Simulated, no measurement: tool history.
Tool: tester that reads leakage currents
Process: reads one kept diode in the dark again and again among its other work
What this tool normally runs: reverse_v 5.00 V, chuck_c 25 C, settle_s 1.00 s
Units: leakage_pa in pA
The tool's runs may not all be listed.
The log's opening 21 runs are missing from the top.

run 22 hour=924.9 | reverse_v=8.90 chuck_c=27 settle_s=1.94 | leakage_pa=142.24
run 23 hour=961.0 | reverse_v=13.43 chuck_c=46 settle_s=7.41 | leakage_pa=605.41
run 24 hour=1008.5 | reverse_v=7.18 chuck_c=50 settle_s=2.33 | leakage_pa=642.06
run 25 hour=1055.6 | reverse_v=1.40 chuck_c=25 settle_s=7.89 | leakage_pa=68.85
run 26 hour=1102.7 | reverse_v=1.40 chuck_c=25 settle_s=7.89 | leakage_pa=68.14
run 27 hour=1147.3 | reverse_v=5.72 chuck_c=31 settle_s=1.00 | leakage_pa=166.26
run 28 hour=1200.0 | reverse_v=5.00 chuck_c=33 settle_s=0.43 | leakage_pa=184.71
run 29 hour=1259.1 | reverse_v=1.04 chuck_c=40 settle_s=5.08 | leakage_pa=181.53
run 30 hour=1317.5 | reverse_v=5.00 chuck_c=49 settle_s=1.00 | leakage_pa=536.63
run 31 hour=1367.5 | reverse_v=7.36 chuck_c=49 settle_s=1.00 | leakage_pa=603.76
run 32 hour=1397.2 | reverse_v=7.36 chuck_c=49 settle_s=3.34 | leakage_pa=601.23
run 33 hour=1430.0 | reverse_v=7.36 chuck_c=49 settle_s=3.34 | leakage_pa=601.46
run 34 hour=1458.8 | reverse_v=2.36 chuck_c=25 settle_s=1.00 | leakage_pa=80.07
run 35 hour=1520.9 | reverse_v=2.55 chuck_c=25 settle_s=2.56 | leakage_pa=81.71
run 36 hour=1559.3 | reverse_v=2.55 chuck_c=25 settle_s=2.56 | leakage_pa=81.76
run 37 hour=1590.7 | reverse_v=2.55 chuck_c=25 settle_s=2.56 | leakage_pa=81.95
run 38 hour=1627.4 | reverse_v=2.87 chuck_c=58 settle_s=1.00 | leakage_pa=790.66
run 39 hour=1670.8 | reverse_v=2.87 chuck_c=58 settle_s=1.00 | leakage_pa=787.26

Each row is a separate what-if for the run after 39, all from the same tool condition, not one after another. Results?
run A hour=1720.8 | reverse_v=5.55 chuck_c=45 settle_s=1.00 | leakage_pa=?
run B hour=1720.8 | reverse_v=2.68 chuck_c=52 settle_s=7.48 | leakage_pa=?
run C hour=1720.8 | reverse_v=1.30 chuck_c=27 settle_s=6.52 | leakage_pa=?
run D hour=1720.8 | reverse_v=2.86 chuck_c=58 settle_s=0.31 | leakage_pa=?
run E hour=1720.8 | reverse_v=2.87 chuck_c=26 settle_s=2.97 | leakage_pa=?

run=A leakage_pa=423.11
run=B leakage_pa=531.90
run=C leakage_pa=76.41
run=D leakage_pa=787.66
run=E leakage_pa=90.79
With the hidden condition removed and each run's random variation left untouched, the same runs would have given:
run=A leakage_pa=431.10
run=B leakage_pa=542.48
run=C leakage_pa=78.05
run=D leakage_pa=802.79
run=E leakage_pa=92.41
